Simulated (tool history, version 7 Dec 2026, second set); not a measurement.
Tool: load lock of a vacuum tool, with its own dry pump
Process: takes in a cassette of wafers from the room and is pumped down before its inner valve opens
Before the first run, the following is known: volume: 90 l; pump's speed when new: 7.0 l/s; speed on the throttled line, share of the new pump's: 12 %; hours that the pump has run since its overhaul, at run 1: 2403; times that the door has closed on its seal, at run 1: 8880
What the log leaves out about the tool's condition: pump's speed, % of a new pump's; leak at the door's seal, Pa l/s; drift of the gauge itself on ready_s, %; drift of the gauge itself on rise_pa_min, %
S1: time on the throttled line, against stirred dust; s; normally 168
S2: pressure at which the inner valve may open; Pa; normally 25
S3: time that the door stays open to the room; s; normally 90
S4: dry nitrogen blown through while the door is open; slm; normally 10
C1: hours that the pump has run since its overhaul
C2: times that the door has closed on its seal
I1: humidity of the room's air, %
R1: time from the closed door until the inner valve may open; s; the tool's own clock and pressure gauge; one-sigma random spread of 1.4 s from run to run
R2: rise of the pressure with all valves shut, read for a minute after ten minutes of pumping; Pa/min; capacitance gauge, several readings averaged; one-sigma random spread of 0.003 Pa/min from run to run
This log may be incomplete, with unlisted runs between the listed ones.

run,hour,S1,S2,S3,S4,C1,C2,I1,R1,R2
1,0,168,25,90,10,2403,8880,48.3,261.8,0.051
2,69.6,168,25,90,10,2472,9013,43.2,261.6,0.05
3,157.1,168,25,90,10,2560,9179,45.2,260.1,0.053
4,258.6,168,25,90,10,2661,9372,38.5,263.2,0.05
5,363,168,25,90,10,2766,9571,45.4,260.9,0.056
6,427.7,168,25,90,10,2830,9694,48.4,260.7,0.056
7,529.3,168,25,90,10,2932,9888,45,259.8,0.05
8,597.3,168,25,90,10,3000,10017,47.6,261.3,0.057
9,648.9,168,25,90,10,3052,10116,44.4,259.9,0.057
10,714.9,168,25,90,10,3118,10241,43.4,261.7,0.059
11,835.8,168,25,90,10,3239,10471,46,261.7,0.062
12,906.1,168,25,90,10,3309,10605,46.1,262.2,0.058
13,993.2,168,25,90,10,3396,10771,43.6,260.8,0.058
14,1048.7,168,25,90,15,3451,10877,47,263.8,0.054
15,1141.4,168,25,90,10,3544,11053,46.8,261.8,0.058
16,1216.9,168,25,90,10,3620,11197,46.7,264.1,0.06
17,1266.7,168,25,90,10,3669,11292,46.8,261,0.055
18,1386.7,168,25,90,10,3789,11520,48.5,262.7,0.068
19,1468.7,168,25,28,10,3871,11676,44.9,262.3,0.047
20,1522.1,168,22,90,6,3925,11778,45.7,265.9,0.056
21,1628.9,140,21,90,17,4032,11981,45.7,241.6,0.06
22,1702,140,21,42,8,4105,12120,47.3,242.5,0.061
23,1779.6,168,48,90,6,4182,12268,43.6,255.5,0.065
24,1843.7,98,32,90,8,4246,12390,46.9,199.5,0.065
25,1940.5,140,25,90,10,4343,12574,45.1,242.5,0.064
26,2057.3,121,25,90,38,4460,12797,44.8,223,0.052
27,2124.6,121,25,90,38,4527,12925,42,226,0.053
28,2196.8,180,25,201,10,4600,13062,47.1,275.8,0.081
29,2287.1,168,25,191,10,4690,13234,42.9,265.6,0.076
30,2364.6,168,25,191,10,4767,13382,43.9,264.3,0.077
31,2460.2,168,25,191,10,4863,13563,45,265.2,0.078
32,2526.9,168,25,191,10,4930,13690,47.6,267.3,0.082
33,2630.6,305,25,90,19,5033,13888,43,382.6,0.064
34,2701.3,199,27,100,4,5104,14022,42.4,294,0.07
35,2819.5,291,25,32,10,5222,14247,41.9,372.8,0.061
36,2922.7,241,25,221,10,5325,14444,46.8,326.7,0.09

Forecast each of these 3 alternatives for the next run:
A,2987.1,264,25,146,13,5390,14566,45.2,?,?
B,2987.1,241,25,221,35,5390,14566,47.3,?,?
C,2987.1,216,43,221,6,5390,14566,44.8,?,?

run,R1,R2
A,349.9,0.077
B,328.8,0.075
C,298.9,0.093
Without the tool's unlogged condition, the same runs would have read:
run,R1,R2
A,338.6,0.031
B,317.1,0.029
C,287.9,0.046

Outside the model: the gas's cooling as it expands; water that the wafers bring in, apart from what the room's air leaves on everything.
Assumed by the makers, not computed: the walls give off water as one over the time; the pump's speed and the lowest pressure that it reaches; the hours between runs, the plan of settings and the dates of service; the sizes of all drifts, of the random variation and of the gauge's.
